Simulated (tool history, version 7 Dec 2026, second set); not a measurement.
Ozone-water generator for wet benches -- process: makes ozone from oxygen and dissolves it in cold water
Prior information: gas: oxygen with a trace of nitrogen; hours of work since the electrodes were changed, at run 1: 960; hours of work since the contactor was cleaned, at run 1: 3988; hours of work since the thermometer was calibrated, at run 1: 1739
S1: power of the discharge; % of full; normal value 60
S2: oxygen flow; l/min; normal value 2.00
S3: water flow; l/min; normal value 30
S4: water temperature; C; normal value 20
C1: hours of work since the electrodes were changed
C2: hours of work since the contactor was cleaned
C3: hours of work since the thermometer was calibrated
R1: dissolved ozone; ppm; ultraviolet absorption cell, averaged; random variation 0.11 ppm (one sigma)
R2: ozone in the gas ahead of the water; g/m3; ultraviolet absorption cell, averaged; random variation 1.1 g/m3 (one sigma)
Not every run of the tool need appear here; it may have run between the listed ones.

run 1 day=0.000 | S1=60 S2=2.00 S3=30 S4=20 | C1=960 C2=3988 C3=1739 | R1=7.8 R2=198.5
run 2 day=1.258 | S1=60 S2=2.00 S3=30 S4=20 | C1=990 C2=4018 C3=1769 | R1=8.0 R2=197.6
run 3 day=1.908 | S1=60 S2=2.00 S3=30 S4=20 | C1=1006 C2=4034 C3=1784 | R1=7.9 R2=199.6
run 4 day=3.233 | S1=60 S2=2.00 S3=30 S4=20 | C1=1038 C2=4065 C3=1816 | R1=7.7 R2=199.0
run 5 day=4.562 | S1=60 S2=2.00 S3=30 S4=20 | C1=1069 C2=4097 C3=1848 | R1=7.9 R2=198.0
run 6 day=5.179 | S1=60 S2=2.25 S3=30 S4=20 | C1=1084 C2=4112 C3=1863 | R1=8.0 R2=184.9
run 7 day=6.296 | S1=60 S2=2.00 S3=30 S4=18 | C1=1111 C2=4139 C3=1890 | R1=7.9 R2=198.8
run 8 day=6.883 | S1=60 S2=2.00 S3=30 S4=18 | C1=1125 C2=4153 C3=1904 | R1=7.8 R2=201.7
run 9 day=7.842 | S1=60 S2=2.00 S3=30 S4=20 | C1=1148 C2=4176 C3=1927 | R1=7.8 R2=201.2
run 10 day=8.854 | S1=60 S2=2.00 S3=30 S4=20 | C1=1172 C2=4200 C3=1951 | R1=7.6 R2=200.0
run 11 day=9.546 | S1=60 S2=1.59 S3=30 S4=20 | C1=1189 C2=4217 C3=1967 | R1=7.5 R2=231.9
run 12 day=10.621 | S1=60 S2=1.59 S3=30 S4=20 | C1=1215 C2=4243 C3=1993 | R1=7.4 R2=230.1
run 13 day=11.438 | S1=60 S2=2.00 S3=30 S4=20 | C1=1234 C2=4262 C3=2013 | R1=7.9 R2=201.0
run 14 day=12.475 | S1=60 S2=2.00 S3=30 S4=18 | C1=1259 C2=4287 C3=2038 | R1=7.9 R2=203.8
run 15 day=13.108 | S1=60 S2=2.00 S3=30 S4=18 | C1=1274 C2=4302 C3=2053 | R1=7.8 R2=202.3
run 16 day=13.971 | S1=60 S2=2.00 S3=30 S4=20 | C1=1295 C2=4323 C3=2073 | R1=7.9 R2=203.0
run 17 day=15.192 | S1=60 S2=2.00 S3=30 S4=20 | C1=1324 C2=4352 C3=2103 | R1=7.8 R2=203.5
run 18 day=16.388 | S1=98 S2=2.00 S3=44 S4=12 | C1=1353 C2=4381 C3=2131 | R1=7.8 R2=293.9
run 19 day=17.271 | S1=53 S2=2.22 S3=30 S4=20 | C1=1374 C2=4402 C3=2153 | R1=7.1 R2=173.3
-- day=18.271 gauge calibrated
run 20 day=18.450 | S1=72 S2=3.54 S3=30 S4=22 | C1=1402 C2=4430 C3=2181 | R1=9.5 R2=161.3
run 21 day=19.150 | S1=72 S2=3.54 S3=36 S4=22 | C1=1419 C2=4447 C3=2198 | R1=8.1 R2=160.1
run 22 day=20.117 | S1=60 S2=2.00 S3=30 S4=14 | C1=1442 C2=4470 C3=2221 | R1=8.0 R2=198.8
run 23 day=21.083 | S1=60 S2=2.00 S3=30 S4=14 | C1=1465 C2=4493 C3=2244 | R1=8.0 R2=197.1
run 24 day=21.979 | S1=60 S2=3.10 S3=21 S4=14 | C1=1487 C2=4515 C3=2265 | R1=12.3 R2=151.7
run 25 day=22.679 | S1=75 S2=1.46 S3=30 S4=25 | C1=1504 C2=4531 C3=2282 | R1=8.4 R2=283.0
run 26 day=23.621 | S1=75 S2=1.46 S3=30 S4=25 | C1=1526 C2=4554 C3=2305 | R1=8.3 R2=285.5
run 27 day=24.358 | S1=75 S2=2.42 S3=30 S4=25 | C1=1544 C2=4572 C3=2322 | R1=9.1 R2=209.3
run 28 day=25.029 | S1=60 S2=2.23 S3=30 S4=20 | C1=1560 C2=4588 C3=2338 | R1=7.8 R2=187.6
run 29 day=26.321 | S1=60 S2=2.23 S3=30 S4=20 | C1=1591 C2=4619 C3=2369 | R1=8.0 R2=187.0
run 30 day=27.621 | S1=60 S2=1.11 S3=30 S4=13 | C1=1622 C2=4650 C3=2401 | R1=6.8 R2=287.2
run 31 day=28.692 | S1=60 S2=1.11 S3=30 S4=13 | C1=1648 C2=4676 C3=2426 | R1=6.9 R2=289.4
run 32 day=29.896 | S1=60 S2=1.11 S3=30 S4=13 | C1=1676 C2=4704 C3=2455 | R1=6.7 R2=289.0
run 33 day=31.150 | S1=60 S2=1.11 S3=30 S4=13 | C1=1707 C2=4735 C3=2485 | R1=7.0 R2=290.1

Branching from run 33: 4 alternative next runs. What would each branch give?
run A day=32.471 | S1=98 S2=1.26 S3=30 S4=20 | C1=1738 C2=4766 C3=2517 | R1=? R2=?
run B day=32.471 | S1=60 S2=1.90 S3=30 S4=21 | C1=1738 C2=4766 C3=2517 | R1=? R2=?
run C day=32.471 | S1=69 S2=1.11 S3=41 S4=13 | C1=1738 C2=4766 C3=2517 | R1=? R2=?
run D day=32.471 | S1=65 S2=1.11 S3=30 S4=14 | C1=1738 C2=4766 C3=2517 | R1=? R2=?

run=A R1=10.1 R2=380.6
run=B R1=7.6 R2=209.8
run=C R1=5.4 R2=323.6
run=D R1=7.3 R2=308.1
What these runs would have given with no unlogged condition in the tool:
run=A R1=10.1 R2=372.2
run=B R1=7.6 R2=205.1
run=C R1=5.4 R2=316.4
run=D R1=7.3 R2=301.3
